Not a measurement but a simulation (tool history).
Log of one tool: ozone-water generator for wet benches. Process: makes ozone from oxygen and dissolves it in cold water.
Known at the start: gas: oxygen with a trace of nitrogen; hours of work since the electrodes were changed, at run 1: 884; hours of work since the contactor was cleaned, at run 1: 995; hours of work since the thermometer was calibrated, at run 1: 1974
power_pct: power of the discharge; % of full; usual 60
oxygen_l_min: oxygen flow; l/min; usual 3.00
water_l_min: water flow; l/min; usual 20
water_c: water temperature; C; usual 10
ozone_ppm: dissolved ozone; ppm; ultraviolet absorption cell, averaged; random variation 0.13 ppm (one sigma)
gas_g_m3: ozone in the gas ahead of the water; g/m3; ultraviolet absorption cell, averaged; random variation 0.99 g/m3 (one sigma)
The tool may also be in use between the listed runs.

run   hour  power_pct  oxygen_l_min  water_l_min  water_c  hours of work since the electrodes were changed  hours of work since the contactor was cleaned  hours of work since the thermometer was calibrated  ozone_ppm  gas_g_m3
  1    0.0         60          3.00           20       10                                              884                                            995                                                1974       13.4     168.5
  2   15.4         60          3.00           20       10                                              896                                           1007                                                1986       13.6     168.8
  3   39.2         60          3.00           20       10                                              914                                           1025                                                2004       13.4     168.5
  4   70.3         60          3.00           20        6                                              937                                           1049                                                2027       14.0     168.4
  5   98.4         60          5.39           20       10                                              959                                           1070                                                2049       16.4     137.8
  6  114.4         60          5.39           20       11                                              971                                           1082                                                2061       16.1     137.5
  7  137.6         54          5.39           20       11                                              988                                           1100                                                2078       14.7     125.5
  8  165.2         54          5.39           20       11                                             1009                                           1121                                                2099       14.8     127.5
  9  179.6         54          5.39           20       11                                             1020                                           1131                                                2110       14.6     125.6
 10  196.2         54          5.39           20       11                                             1033                                           1144                                                2123       15.0     128.2
 11  218.5         60          3.00           20       10                                             1050                                           1161                                                2140       13.5     168.3
 12  231.8         60          1.98           20       10                                             1060                                           1171                                                2150       11.3     194.5
 13  253.9         85          3.95           25       14                                             1077                                           1188                                                2167       15.2     202.8
 14  272.3         60          3.00           20       14                                             1090                                           1202                                                2180       12.7     165.4
 15  304.5         55          4.49           28        6                                             1115                                           1226                                                2205       11.0     136.6
 16  321.0         51          4.03           20       10                                             1127                                           1239                                                2217       12.9     133.6
 17  338.8        100          2.62           20       10                                             1141                                           1252                                                2231       18.9     267.5
 18  355.4         60          2.95           20       10                                             1153                                           1265                                                2243       13.2     169.1
 19  387.9         60          3.00           22       13                                             1178                                           1289                                                2268       11.8     167.3
 20  403.0         60          3.00           22       13                                             1189                                           1301                                                2280       11.8     167.3
 21  417.2         60          3.00           22       13                                             1200                                           1312                                                2290       12.0     168.8
 22  443.5         60          3.00           22       13                                             1220                                           1331                                                2310       12.0     169.2

3 ways to go on from here, each from the tool as it stands after run 22. What would each give?
  A  458.2         60          2.81           20        7                                             1231                                           1343                                                2321          ?         ?
  B  458.2         60          3.00           17       13                                             1231                                           1343                                                2321          ?         ?
  C  458.2         73          3.00           12        6                                             1231                                           1343                                                2321          ?         ?

run  ozone_ppm  gas_g_m3
  A       13.2     171.3
  B       15.1     168.6
  C       26.0     195.7
Without the tool's hidden state the same runs would have given:
run  ozone_ppm  gas_g_m3
  A       13.8     174.4
  B       15.7     171.7
  C       27.0     199.9
